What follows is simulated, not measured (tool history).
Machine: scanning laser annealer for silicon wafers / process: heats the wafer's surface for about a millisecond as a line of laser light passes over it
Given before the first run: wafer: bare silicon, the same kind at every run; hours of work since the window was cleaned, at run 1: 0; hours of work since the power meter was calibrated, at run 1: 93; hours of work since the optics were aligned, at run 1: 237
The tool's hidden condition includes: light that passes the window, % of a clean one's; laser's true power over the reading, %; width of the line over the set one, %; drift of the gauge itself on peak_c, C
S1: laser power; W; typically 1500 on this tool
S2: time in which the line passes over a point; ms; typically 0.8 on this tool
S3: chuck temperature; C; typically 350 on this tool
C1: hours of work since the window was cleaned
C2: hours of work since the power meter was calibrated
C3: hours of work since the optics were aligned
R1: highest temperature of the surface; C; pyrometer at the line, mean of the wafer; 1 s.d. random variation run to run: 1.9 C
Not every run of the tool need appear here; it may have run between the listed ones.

Run 1, hour 0: usual settings; C1 0; C2 93; C3 237. Result: R1 1133 C.
Run 2, hour 35.7: usual settings; C1 22; C2 115; C3 259. Result: R1 1130 C.
Run 3, hour 68.6: usual settings; C1 43; C2 136; C3 280. Result: R1 1134 C.
Run 4, hour 89.5: usual settings; C1 56; C2 149; C3 293. Result: R1 1131 C.
Run 5, hour 115.9: usual settings; C1 72; C2 165; C3 309. Result: R1 1131 C.
Run 6, hour 152: usual settings; C1 94; C2 188; C3 332. Result: R1 1131 C.
Run 7, hour 181.3: usual settings; C1 113; C2 206; C3 350. Result: R1 1131 C.
Run 8, hour 215.5: usual settings; C1 134; C2 227; C3 371. Result: R1 1136 C.
Run 9, hour 255.4: usual settings; C1 159; C2 252; C3 396. Result: R1 1131 C.
Run 10, hour 283.8: usual settings but S1 1580 W, S2 0.973 ms, S3 349 C; C1 176; C2 270; C3 413. Result: R1 1263 C.
Run 11, hour 315.8: usual settings but S1 1489 W, S2 0.991 ms, S3 340 C; C1 196; C2 289; C3 433. Result: R1 1199 C.
Run 12, hour 340.7: usual settings but S1 1545 W, S2 0.617 ms, S3 340 C; C1 212; C2 305; C3 449. Result: R1 1058 C.
Run 13, hour 360.3: usual settings but S1 1545 W, S2 0.617 ms, S3 340 C; C1 224; C2 317; C3 461. Result: R1 1058 C.

Here are 5 independent what-if runs from the current tool condition. What would each one return?
Run A, hour 379.9: usual settings but S1 1638 W, S2 0.751 ms, S3 360 C; C1 236; C2 329; C3 473. Result: R1 ?.
Run B, hour 379.9: usual settings but S1 1487 W, S2 0.677 ms; C1 236; C2 329; C3 473. Result: R1 ?.
Run C, hour 379.9: usual settings but S2 0.685 ms; C1 236; C2 329; C3 473. Result: R1 ?.
Run D, hour 379.9: usual settings but S1 1373 W, S2 0.617 ms, S3 340 C; C1 236; C2 329; C3 473. Result: R1 ?.
Run E, hour 379.9: usual settings but S1 1334 W, S2 0.567 ms, S3 339 C; C1 236; C2 329; C3 473. Result: R1 ?.

run    R1
  A  1205
  B  1060
  C  1076
  D   959
  E   910
Without the tool's hidden state the same runs would have given:
run    R1
  A  1206
  B  1060
  C  1077
  D   960
  E   911
